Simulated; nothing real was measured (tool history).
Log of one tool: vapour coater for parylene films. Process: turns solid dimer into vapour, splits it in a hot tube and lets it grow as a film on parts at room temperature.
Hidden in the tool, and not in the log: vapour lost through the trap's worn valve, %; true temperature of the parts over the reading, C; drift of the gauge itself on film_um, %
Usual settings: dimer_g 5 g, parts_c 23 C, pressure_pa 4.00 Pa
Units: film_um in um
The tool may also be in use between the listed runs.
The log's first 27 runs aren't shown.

run	hour	dimer_g	parts_c	pressure_pa	hours of work since the trap's valve was overhauled	hours of work since the table's thermometer was calibrated	film_um
28	333.8	4	24	6.30	315	637	0.65
29	349.9	5	31	6.30	327	649	0.71
30	365.7	5	22	2.02	338	660	0.89
31	382.5	5	22	2.02	350	672	0.86
32	396.7	4	17	3.69	361	682	0.72
33	408.7	4	17	3.69	369	691	0.71
34	424.8	7	23	5.94	381	703	1.15
35	435.1	5	35	4.00	388	710	0.66
36	451.5	8	35	2.00	400	722	1.10
37	463.9	4	23	3.99	409	731	0.64
38	473.4	3	26	3.88	416	738	0.45
39	484.2	6	33	9.45	424	745	0.76
40	496.9	2	23	3.59	433	755	0.34
41	505.2	7	23	2.13	439	761	1.15
# hour 520.9: trap's valve overhauled
42	524.6	2	23	3.58	3	772	0.38
43	534.1	3	23	3.55	10	779	0.55
44	541.6	7	23	2.42	15	784	1.30
45	554.4	7	18	4.00	24	793	1.39
46	566.9	7	18	4.00	33	802	1.43
47	579.9	7	21	4.00	43	812	1.32

3 ways to go on from here, each from the tool as it stands after run 47. What would each give?
A	589.4	3	15	2.94	49	818	?
B	589.4	6	23	4.00	49	818	?
C	589.4	4	21	4.00	49	818	?

run	film_um
A	0.62
B	1.10
C	0.75
Without the tool's hidden state the same runs would have given:
run	film_um
A	0.63
B	1.11
C	0.76

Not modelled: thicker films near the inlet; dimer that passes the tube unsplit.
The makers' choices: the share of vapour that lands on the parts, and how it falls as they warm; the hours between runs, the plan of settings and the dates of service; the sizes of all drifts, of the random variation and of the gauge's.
